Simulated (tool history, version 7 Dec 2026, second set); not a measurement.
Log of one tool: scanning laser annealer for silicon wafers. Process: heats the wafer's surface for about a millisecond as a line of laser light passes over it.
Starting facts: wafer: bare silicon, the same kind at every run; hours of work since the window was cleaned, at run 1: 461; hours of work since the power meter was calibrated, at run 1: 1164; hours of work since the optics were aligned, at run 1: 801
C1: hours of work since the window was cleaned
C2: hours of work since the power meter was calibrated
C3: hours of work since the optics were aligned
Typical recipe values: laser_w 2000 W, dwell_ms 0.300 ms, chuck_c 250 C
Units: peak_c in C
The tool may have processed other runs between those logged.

Run 1, day 0.000: usual settings; C1 461; C2 1164; C3 801. Result: peak_c 996 C.
Run 2, day 1.442: usual settings; C1 475; C2 1179; C3 816. Result: peak_c 997 C.
Run 3, day 3.442: usual settings; C1 496; C2 1199; C3 836. Result: peak_c 997 C.
Run 4, day 6.196: usual settings; C1 523; C2 1227; C3 864. Result: peak_c 994 C.
Run 5, day 8.696: usual settings; C1 549; C2 1252; C3 889. Result: peak_c 993 C.
Run 6, day 10.708: usual settings; C1 569; C2 1272; C3 909. Result: peak_c 989 C.
Run 7, day 12.967: usual settings; C1 592; C2 1295; C3 932. Result: peak_c 992 C.
Run 8, day 14.842: usual settings; C1 611; C2 1314; C3 951. Result: peak_c 994 C.
Run 9, day 16.008: usual settings; C1 623; C2 1326; C3 963. Result: peak_c 992 C.
Run 10, day 17.604: usual settings; C1 639; C2 1342; C3 979. Result: peak_c 992 C.
Run 11, day 20.254: usual settings; C1 666; C2 1369; C3 1006. Result: peak_c 990 C.
Run 12, day 22.112: usual settings; C1 684; C2 1388; C3 1025. Result: peak_c 989 C.
Run 13, day 24.092: usual settings; C1 705; C2 1408; C3 1045. Result: peak_c 992 C.
Run 14, day 25.500: usual settings but laser_w 1829 W, chuck_c 270 C; C1 719; C2 1422; C3 1059. Result: peak_c 944 C.
Run 15, day 27.096: usual settings but laser_w 1951 W, dwell_ms 0.232 ms; C1 735; C2 1438; C3 1075. Result: peak_c 884 C.

The next listed run, before its measurement:
Run 16, day 29.367: usual settings but laser_w 1951 W, dwell_ms 0.232 ms; C1 758; C2 1461; C3 1098. Result: peak_c ?.

For run 16 the tool returned peak_c 885 C.
Without the tool's hidden state the same run would have given peak_c 904 C.
